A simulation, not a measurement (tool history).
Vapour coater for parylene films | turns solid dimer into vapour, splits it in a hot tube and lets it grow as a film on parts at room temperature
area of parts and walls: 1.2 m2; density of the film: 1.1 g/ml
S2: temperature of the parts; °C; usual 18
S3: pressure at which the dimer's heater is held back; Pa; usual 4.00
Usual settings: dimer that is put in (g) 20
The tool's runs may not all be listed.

run 1 hour=0.0 | dimer_that_is_put_in_(g)=20 S2=18 S3=4.00 | thickness_of_the_film_(nm)=8430
run 2 hour=17.1 | dimer_that_is_put_in_(g)=20 S2=18 S3=4.00 | thickness_of_the_film_(nm)=8250
run 3 hour=43.2 | dimer_that_is_put_in_(g)=20 S2=18 S3=4.00 | thickness_of_the_film_(nm)=8250
run 4 hour=69.9 | dimer_that_is_put_in_(g)=20 S2=18 S3=4.00 | thickness_of_the_film_(nm)=8140
run 5 hour=90.4 | dimer_that_is_put_in_(g)=16 S2=18 S3=4.00 | thickness_of_the_film_(nm)=6410
run 6 hour=104.5 | dimer_that_is_put_in_(g)=16 S2=18 S3=4.00 | thickness_of_the_film_(nm)=6430
run 7 hour=122.1 | dimer_that_is_put_in_(g)=20 S2=18 S3=4.00 | thickness_of_the_film_(nm)=7930
run 8 hour=141.1 | dimer_that_is_put_in_(g)=20 S2=18 S3=4.00 | thickness_of_the_film_(nm)=7910
run 9 hour=169.0 | dimer_that_is_put_in_(g)=20 S2=18 S3=10.96 | thickness_of_the_film_(nm)=7270
run 10 hour=193.6 | dimer_that_is_put_in_(g)=20 S2=18 S3=8.64 | thickness_of_the_film_(nm)=7280
run 11 hour=224.0 | dimer_that_is_put_in_(g)=20 S2=18 S3=4.00 | thickness_of_the_film_(nm)=7510
run 12 hour=238.6 | dimer_that_is_put_in_(g)=20 S2=18 S3=4.00 | thickness_of_the_film_(nm)=7630
-- hour=245.4 trap's valve overhauled
run 13 hour=271.7 | dimer_that_is_put_in_(g)=20 S2=18 S3=4.00 | thickness_of_the_film_(nm)=8830
run 14 hour=293.7 | dimer_that_is_put_in_(g)=20 S2=18 S3=4.00 | thickness_of_the_film_(nm)=8730
run 15 hour=324.1 | dimer_that_is_put_in_(g)=20 S2=18 S3=4.00 | thickness_of_the_film_(nm)=8690
run 16 hour=339.5 | dimer_that_is_put_in_(g)=9 S2=18 S3=4.00 | thickness_of_the_film_(nm)=3900
run 17 hour=361.6 | dimer_that_is_put_in_(g)=9 S2=18 S3=4.00 | thickness_of_the_film_(nm)=3790
run 18 hour=390.1 | dimer_that_is_put_in_(g)=9 S2=18 S3=4.00 | thickness_of_the_film_(nm)=3750
run 19 hour=422.1 | dimer_that_is_put_in_(g)=17 S2=24 S3=2.32 | thickness_of_the_film_(nm)=5830
run 20 hour=443.8 | dimer_that_is_put_in_(g)=15 S2=11 S3=4.00 | thickness_of_the_film_(nm)=8070
run 21 hour=464.7 | dimer_that_is_put_in_(g)=15 S2=11 S3=4.00 | thickness_of_the_film_(nm)=7960
run 22 hour=487.8 | dimer_that_is_put_in_(g)=22 S2=11 S3=4.00 | thickness_of_the_film_(nm)=11560

Forecast each of these 5 alternatives for the next run:
run A hour=502.9 | dimer_that_is_put_in_(g)=31 S2=11 S3=4.00 | thickness_of_the_film_(nm)=?
run B hour=502.9 | dimer_that_is_put_in_(g)=20 S2=15 S3=5.24 | thickness_of_the_film_(nm)=?
run C hour=502.9 | dimer_that_is_put_in_(g)=8 S2=11 S3=4.00 | thickness_of_the_film_(nm)=?
run D hour=502.9 | dimer_that_is_put_in_(g)=33 S2=11 S3=4.00 | thickness_of_the_film_(nm)=?
run E hour=502.9 | dimer_that_is_put_in_(g)=17 S2=12 S3=6.09 | thickness_of_the_film_(nm)=?

run=A thickness_of_the_film_(nm)=16170
run=B thickness_of_the_film_(nm)=8650
run=C thickness_of_the_film_(nm)=4200
run=D thickness_of_the_film_(nm)=17200
run=E thickness_of_the_film_(nm)=8370
Without the tool's hidden state the same runs would have given:
run=A thickness_of_the_film_(nm)=18370
run=B thickness_of_the_film_(nm)=9820
run=C thickness_of_the_film_(nm)=4770
run=D thickness_of_the_film_(nm)=19530
run=E thickness_of_the_film_(nm)=9510
